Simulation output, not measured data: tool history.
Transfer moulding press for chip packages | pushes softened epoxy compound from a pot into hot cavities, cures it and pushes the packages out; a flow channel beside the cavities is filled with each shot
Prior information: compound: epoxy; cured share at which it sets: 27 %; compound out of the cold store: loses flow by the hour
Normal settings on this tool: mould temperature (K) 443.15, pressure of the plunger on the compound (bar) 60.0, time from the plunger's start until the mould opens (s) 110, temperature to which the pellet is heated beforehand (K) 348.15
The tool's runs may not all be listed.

run	day	mould temperature (K)	pressure of the plunger on the compound (bar)	time from the plunger's start until the mould opens (s)	temperature to which the pellet is heated beforehand (K)	incoming compound's hours out of the cold store	length that the compound runs in the flow channel (mm)	greatest force on the pins that push the packages out (N)
1	0.000	443.15	60.0	110	348.15	10.1	699	459
2	1.204	443.15	60.0	110	348.15	36.4	627	457
# day 1.650: cavities cleaned with cleaning compound and waxed
3	3.938	443.15	60.0	119	348.15	42.9	603	386
# day 5.004: cavities cleaned with cleaning compound and waxed
4	6.667	443.15	60.0	96	348.15	16.0	672	544
5	7.900	443.15	60.0	96	348.15	27.2	629	606
# day 8.454: cavities cleaned with cleaning compound and waxed
6	10.317	443.15	60.0	110	348.15	23.1	635	418
# day 10.904: plunger's sealing rings changed
# day 11.958: cavities cleaned with cleaning compound and waxed
7	12.454	437.15	60.0	110	348.15	21.2	722	481
8	14.367	443.15	60.0	110	348.15	13.6	728	433
# day 15.354: cavities cleaned with cleaning compound and waxed
9	15.646	443.15	60.0	110	351.15	32.5	670	313
10	17.304	443.15	60.0	100	348.15	39.1	641	491
# day 18.879: cavities cleaned with cleaning compound and waxed
11	19.279	443.15	60.0	100	348.15	10.8	716	415
12	20.533	443.15	60.0	100	348.15	47.7	611	460
# day 22.392: cavities cleaned with cleaning compound and waxed
13	22.554	443.15	60.0	110	348.15	29.6	656	300
# day 24.383: mould's thermocouples calibrated
14	25.033	443.15	60.0	110	344.15	31.9	643	442
# day 25.954: cavities cleaned with cleaning compound and waxed
15	26.325	439.15	63.4	126	351.15	35.0	656	311
16	28.517	435.15	49.1	92	348.15	9.7	647	1143
# day 29.304: cavities cleaned with cleaning compound and waxed
17	29.746	443.15	58.2	94	353.15	34.0	615	465
18	31.388	443.15	58.2	94	353.15	35.0	608	591
# day 32.696: cavities cleaned with cleaning compound and waxed
19	32.696	443.15	58.2	94	353.15	17.9	639	413
20	34.183	438.15	72.0	102	348.15	27.9	696	675
# day 35.442: plunger's sealing rings changed
# day 36.171: cavities cleaned with cleaning compound and waxed
21	36.171	438.15	72.0	102	348.15	45.4	723	458

The next listed run, before its measurement:
22	37.492	442.15	70.6	102	342.15	18.0	?	?

length that the compound runs in the flow channel (mm): 778
greatest force on the pins that push the packages out (N): 492
If the tool had no hidden condition, the same run with the same run-to-run variation would have returned length that the compound runs in the flow channel (mm) 786, greatest force on the pins that push the packages out (N) 373.
